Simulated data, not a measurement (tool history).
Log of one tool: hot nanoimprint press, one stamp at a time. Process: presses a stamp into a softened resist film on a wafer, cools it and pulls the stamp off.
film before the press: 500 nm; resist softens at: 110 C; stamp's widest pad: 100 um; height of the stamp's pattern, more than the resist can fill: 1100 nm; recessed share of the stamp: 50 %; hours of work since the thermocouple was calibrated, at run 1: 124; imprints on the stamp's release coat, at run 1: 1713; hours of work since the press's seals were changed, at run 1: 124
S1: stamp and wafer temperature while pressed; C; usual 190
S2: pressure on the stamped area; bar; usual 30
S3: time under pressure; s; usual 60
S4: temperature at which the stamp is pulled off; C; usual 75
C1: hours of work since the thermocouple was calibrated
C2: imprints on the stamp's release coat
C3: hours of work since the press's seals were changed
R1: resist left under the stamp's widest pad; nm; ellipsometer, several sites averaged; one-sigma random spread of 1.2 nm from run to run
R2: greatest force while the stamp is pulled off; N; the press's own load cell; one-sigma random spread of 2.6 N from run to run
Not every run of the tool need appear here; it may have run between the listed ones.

run,day,S1,S2,S3,S4,C1,C2,C3,R1,R2
1,0,190,30,60,75,124,1713,124,178.7,173
2,1.438,190,30,60,79,142,1830,142,177.7,166
3,2.033,183,30,60,79,150,1879,150,237.8,162
4,2.633,183,30,60,79,158,1928,158,239.1,169
5,3.954,183,30,60,79,175,2036,175,237.3,167
6,5.292,190,30,60,75,192,2145,192,178.9,176
7,6.304,190,30,60,75,205,2227,205,179.2,179
8,7.317,190,30,60,75,218,2310,218,183.4,194
9,8.475,190,30,40,75,233,2404,233,211,187
# day 9.517: stamp cleaned and given a new release coat
10,9.888,190,30,40,75,248,30,248,210.9,124
11,10.938,190,30,40,75,262,116,262,210.8,118
# day 11.825: plate thermocouple calibrated
12,11.871,190,30,40,75,1,182,272,215.2,122
13,12.871,190,30,40,75,13,263,285,217.2,125
14,13.529,190,30,40,75,22,317,293,216.1,123
15,14.196,190,26.4,60,75,31,371,302,199.3,129
16,15.138,185,41.3,67,74,43,448,314,186.6,128
17,15.8,179,47.9,75,67,51,502,322,215.1,139
18,17.062,179,47.9,85,63,67,605,339,210.1,149
19,18.004,186,18.9,56,71,80,682,351,280.6,137
# day 18.5: plate thermocouple calibrated, once more
20,18.967,190,30,118,79,6,750,362,134.2,132
21,19.875,190,30,118,79,18,824,373,136.3,135
22,21.112,190,20,118,74,34,925,389,168.2,143
23,21.917,190,30,41,75,44,991,400,204.7,142
24,23.338,190,30,41,75,62,1106,418,205.9,143
25,24.021,201,41.2,30,72,71,1162,427,128.4,150
26,25.362,197,20.5,60,75,88,1272,444,165.7,150
27,26.042,185,30,70,78,97,1327,453,206.3,147
28,27.083,196,30,102,78,110,1412,466,111.9,156
29,28.138,200,19.6,53,75,124,1498,480,160.5,157

Hidden condition of the tool, last listed run before each entry between runs versus first listed run after:
Runs 9 to 10: stamp cleaned and given a new release coat (day 9.517)
  true temperature over the reading, C: -0.58 -> -0.62; pressure that arrives at the usual setting, %: 99.58 -> 99.51; grip of the stamp's worn release coat, % over a new coat's: 57.3 -> 0.6
  what was measured, less what the result would be without the hidden state, R1: +5.1 -> +5.6 nm; R2: +69 -> +2 N
Runs 11 to 12: plate thermocouple calibrated (day 11.825)
  true temperature over the reading, C: -0.66 -> -1; pressure that arrives at the usual setting, %: 99.44 -> 99.39; grip of the stamp's worn release coat, % over a new coat's: 2.5 -> 3.9
  what was measured, less what the result would be without the hidden state, R1: +5.9 -> +8.9 nm; R2: +4 -> +6 N
Runs 19 to 20: plate thermocouple calibrated, once more (day 18.5)
  true temperature over the reading, C: -1.23 -> 0.14; pressure that arrives at the usual setting, %: 99.01 -> 98.97; grip of the stamp's worn release coat, % over a new coat's: 15.1 -> 16.6
  what was measured, less what the result would be without the hidden state, R1: +12.9 -> +0 nm; R2: +20 -> +19 N
